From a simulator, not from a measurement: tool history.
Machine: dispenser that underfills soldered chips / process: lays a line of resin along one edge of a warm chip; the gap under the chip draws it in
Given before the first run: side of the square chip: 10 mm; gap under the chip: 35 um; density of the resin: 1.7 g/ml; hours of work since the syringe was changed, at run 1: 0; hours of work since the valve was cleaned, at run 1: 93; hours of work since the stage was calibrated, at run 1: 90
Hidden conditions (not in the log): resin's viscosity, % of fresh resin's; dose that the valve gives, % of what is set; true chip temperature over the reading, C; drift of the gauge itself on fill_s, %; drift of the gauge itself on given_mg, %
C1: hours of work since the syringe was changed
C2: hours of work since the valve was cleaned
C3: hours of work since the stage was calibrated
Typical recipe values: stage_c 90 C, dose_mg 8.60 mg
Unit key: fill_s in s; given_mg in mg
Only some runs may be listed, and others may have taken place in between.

run 1 day=0.000 | stage_c=90 dose_mg=8.60 | C1=0 C2=93 C3=90 | fill_s=95.3 given_mg=8.09
run 2 day=0.362 | stage_c=90 dose_mg=10.19 | C1=6 C2=99 C3=96 | fill_s=137.6 given_mg=9.36
-- day=0.483 new syringe of resin
run 3 day=0.617 | stage_c=90 dose_mg=10.19 | C1=2 C2=103 C3=100 | fill_s=108.8 given_mg=9.39
run 4 day=0.929 | stage_c=90 dose_mg=10.19 | C1=8 C2=108 C3=105 | fill_s=152.9 given_mg=9.38
-- day=0.958 new syringe of resin
run 5 day=1.254 | stage_c=90 dose_mg=10.19 | C1=5 C2=114 C3=111 | fill_s=128.5 given_mg=9.40
-- day=1.438 new syringe of resin
run 6 day=1.554 | stage_c=90 dose_mg=10.19 | C1=2 C2=119 C3=115 | fill_s=105.1 given_mg=9.29
-- day=1.925 new syringe of resin
run 7 day=1.925 | stage_c=90 dose_mg=10.19 | C1=0 C2=125 C3=121 | fill_s=92.5 given_mg=9.33
run 8 day=2.262 | stage_c=90 dose_mg=10.19 | C1=6 C2=130 C3=127 | fill_s=134.9 given_mg=9.22
-- day=2.408 new syringe of resin
run 9 day=2.654 | stage_c=102 dose_mg=8.60 | C1=4 C2=137 C3=134 | fill_s=85.1 given_mg=7.78
-- day=2.908 new syringe of resin
run 10 day=2.921 | stage_c=90 dose_mg=10.96 | C1=0 C2=141 C3=138 | fill_s=94.0 given_mg=9.86
run 11 day=3.200 | stage_c=90 dose_mg=10.96 | C1=5 C2=146 C3=142 | fill_s=128.8 given_mg=9.68
-- day=3.275 dispensing valve cleaned and set on the balance
-- day=3.438 new syringe of resin
run 12 day=3.475 | stage_c=90 dose_mg=10.24 | C1=1 C2=3 C3=146 | fill_s=97.4 given_mg=10.29
run 13 day=3.700 | stage_c=80 dose_mg=10.24 | C1=4 C2=7 C3=150 | fill_s=174.3 given_mg=10.16
run 14 day=3.888 | stage_c=94 dose_mg=8.60 | C1=8 C2=10 C3=153 | fill_s=142.4 given_mg=8.56
-- day=3.921 new syringe of resin
run 15 day=4.171 | stage_c=94 dose_mg=10.55 | C1=4 C2=15 C3=158 | fill_s=111.3 given_mg=10.42
-- day=4.404 new syringe of resin
run 16 day=4.525 | stage_c=90 dose_mg=8.60 | C1=2 C2=20 C3=163 | fill_s=110.4 given_mg=8.43
run 17 day=4.746 | stage_c=90 dose_mg=8.60 | C1=6 C2=24 C3=167 | fill_s=141.6 given_mg=8.41
-- day=4.892 new syringe of resin
run 18 day=5.050 | stage_c=97 dose_mg=8.60 | C1=3 C2=29 C3=172 | fill_s=91.6 given_mg=8.49

Run 19 has not been measured yet. What should we expect?
run 19 day=5.267 | stage_c=94 dose_mg=7.58 | C1=6 C2=33 C3=176 | fill_s=? given_mg=?

{"run 19": {"fill_s": 136.2, "given_mg": 7.5}}
Were there no unlogged condition in the tool, this run, its random variation unchanged, would have produced fill_s 85.9 s, given_mg 7.66 mg.
